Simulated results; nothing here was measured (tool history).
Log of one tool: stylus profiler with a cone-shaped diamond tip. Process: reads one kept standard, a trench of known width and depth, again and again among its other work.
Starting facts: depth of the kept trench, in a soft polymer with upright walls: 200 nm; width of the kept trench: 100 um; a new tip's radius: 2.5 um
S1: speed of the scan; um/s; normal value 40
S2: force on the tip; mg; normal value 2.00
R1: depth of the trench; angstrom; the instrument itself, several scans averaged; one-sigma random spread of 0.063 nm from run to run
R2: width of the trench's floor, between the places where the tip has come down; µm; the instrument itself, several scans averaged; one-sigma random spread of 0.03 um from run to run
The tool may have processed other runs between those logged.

{"run": 1, "hour": 0.0, "S1": 40, "S2": 2.0, "R1": 2008.8, "R2": 97.89}
{"run": 2, "hour": 15.4, "S1": 40, "S2": 2.99, "R1": 2012.0, "R2": 97.95}
{"run": 3, "hour": 27.9, "S1": 40, "S2": 4.03, "R1": 2014.0, "R2": 97.97}
{"run": 4, "hour": 42.9, "S1": 38, "S2": 2.0, "R1": 2009.2, "R2": 97.92}
{"run": 5, "hour": 54.9, "S1": 114, "S2": 2.0, "R1": 2009.9, "R2": 97.66}
{"run": 6, "hour": 66.3, "S1": 13, "S2": 2.0, "R1": 2009.5, "R2": 98.04}
{"run": 7, "hour": 88.2, "S1": 13, "S2": 2.0, "R1": 2008.1, "R2": 98.04}
{"run": 8, "hour": 98.8, "S1": 40, "S2": 3.55, "R1": 2013.0, "R2": 97.92}
{"run": 9, "hour": 110.7, "S1": 40, "S2": 3.55, "R1": 2013.9, "R2": 97.94}
{"run": 10, "hour": 130.4, "S1": 40, "S2": 3.55, "R1": 2013.2, "R2": 97.91}
{"run": 11, "hour": 142.0, "S1": 40, "S2": 2.53, "R1": 2011.1, "R2": 97.91}
{"run": 12, "hour": 157.9, "S1": 40, "S2": 2.53, "R1": 2011.0, "R2": 97.94}
{"run": 13, "hour": 175.7, "S1": 29, "S2": 2.0, "R1": 2009.4, "R2": 97.87}
{"run": 14, "hour": 186.0, "S1": 29, "S2": 2.0, "R1": 2008.4, "R2": 97.96}
{"run": 15, "hour": 207.2, "S1": 29, "S2": 2.0, "R1": 2008.8, "R2": 97.99}
{"run": 16, "hour": 224.8, "S1": 29, "S2": 2.0, "R1": 2008.9, "R2": 97.95}
{"run": 17, "hour": 236.0, "S1": 77, "S2": 2.0, "R1": 2008.6, "R2": 97.75}
{"run": 18, "hour": 252.5, "S1": 16, "S2": 2.0, "R1": 2008.5, "R2": 98.05}
{"run": 19, "hour": 273.5, "S1": 16, "S2": 2.0, "R1": 2008.1, "R2": 98.04}
{"run": 20, "hour": 292.6, "S1": 106, "S2": 2.0, "R1": 2009.0, "R2": 97.69}
{"run": 21, "hour": 307.7, "S1": 10, "S2": 2.0, "R1": 2009.8, "R2": 97.95}
{"run": 22, "hour": 325.0, "S1": 10, "S2": 2.0, "R1": 2011.1, "R2": 97.96}
{"run": 23, "hour": 341.3, "S1": 21, "S2": 2.0, "R1": 2009.2, "R2": 97.96}
{"run": 24, "hour": 352.8, "S1": 21, "S2": 2.0, "R1": 2009.1, "R2": 97.98}
{"run": 25, "hour": 363.4, "S1": 40, "S2": 1.1, "R1": 2006.1, "R2": 97.87}
{"run": 26, "hour": 375.8, "S1": 40, "S2": 1.1, "R1": 2007.4, "R2": 97.86}
{"run": 27, "hour": 398.4, "S1": 87, "S2": 4.47, "R1": 2016.1, "R2": 97.84}
{"run": 28, "hour": 413.0, "S1": 158, "S2": 2.0, "R1": 2009.2, "R2": 97.5}
{"run": 29, "hour": 423.9, "S1": 31, "S2": 3.53, "R1": 2013.3, "R2": 97.93}
{"run": 30, "hour": 439.8, "S1": 31, "S2": 3.53, "R1": 2013.4, "R2": 97.95}
{"run": 31, "hour": 462.7, "S1": 31, "S2": 1.68, "R1": 2008.9, "R2": 97.91}
{"run": 32, "hour": 478.4, "S1": 54, "S2": 1.2, "R1": 2006.2, "R2": 97.86}
{"run": 33, "hour": 488.8, "S1": 49, "S2": 0.84, "R1": 2005.3, "R2": 97.73}
{"run": 34, "hour": 503.7, "S1": 43, "S2": 4.81, "R1": 2017.3, "R2": 97.94}
{"run": 35, "hour": 516.3, "S1": 95, "S2": 4.81, "R1": 2016.3, "R2": 97.82}
{"run": 36, "hour": 536.9, "S1": 95, "S2": 2.44, "R1": 2010.6, "R2": 97.75}
{"run": 37, "hour": 551.5, "S1": 65, "S2": 2.76, "R1": 2010.3, "R2": 97.84}
{"run": 38, "hour": 569.2, "S1": 83, "S2": 2.76, "R1": 2010.5, "R2": 97.8}
{"run": 39, "hour": 580.6, "S1": 51, "S2": 1.78, "R1": 2009.9, "R2": 97.88}
{"run": 40, "hour": 600.0, "S1": 41, "S2": 1.18, "R1": 2005.4, "R2": 97.84}
{"run": 41, "hour": 613.2, "S1": 129, "S2": 4.12, "R1": 2014.7, "R2": 97.72}
{"run": 42, "hour": 628.4, "S1": 79, "S2": 1.0, "R1": 2006.2, "R2": 97.68}
{"run": 43, "hour": 649.1, "S1": 69, "S2": 1.17, "R1": 2006.2, "R2": 97.72}
{"run": 44, "hour": 673.2, "S1": 28, "S2": 2.51, "R1": 2009.6, "R2": 97.88}
{"run": 45, "hour": 692.2, "S1": 28, "S2": 2.51, "R1": 2009.6, "R2": 97.99}
{"run": 46, "hour": 704.1, "S1": 28, "S2": 2.51, "R1": 2010.8, "R2": 98.03}

Below are 5 alternative next runs, each starting from the tool's condition after run 46. Predict each:
{"run": "A", "hour": 721.9, "S1": 40, "S2": 0.95, "R1": "?", "R2": "?"}
{"run": "B", "hour": 721.9, "S1": 23, "S2": 1.4, "R1": "?", "R2": "?"}
{"run": "C", "hour": 721.9, "S1": 32, "S2": 2.51, "R1": "?", "R2": "?"}
{"run": "D", "hour": 721.9, "S1": 25, "S2": 1.64, "R1": "?", "R2": "?"}
{"run": "E", "hour": 721.9, "S1": 38, "S2": 1.1, "R1": "?", "R2": "?"}

run=A R1=2005.5 R2=97.82
run=B R1=2006.9 R2=98.00
run=C R1=2010.5 R2=97.89
run=D R1=2008.9 R2=97.91
run=E R1=2006.4 R2=97.78
What these runs would have given with no unlogged condition in the tool:
run=A R1=2005.4 R2=97.82
run=B R1=2006.8 R2=98.00
run=C R1=2010.4 R2=97.89
run=D R1=2008.8 R2=97.92
run=E R1=2006.3 R2=97.79

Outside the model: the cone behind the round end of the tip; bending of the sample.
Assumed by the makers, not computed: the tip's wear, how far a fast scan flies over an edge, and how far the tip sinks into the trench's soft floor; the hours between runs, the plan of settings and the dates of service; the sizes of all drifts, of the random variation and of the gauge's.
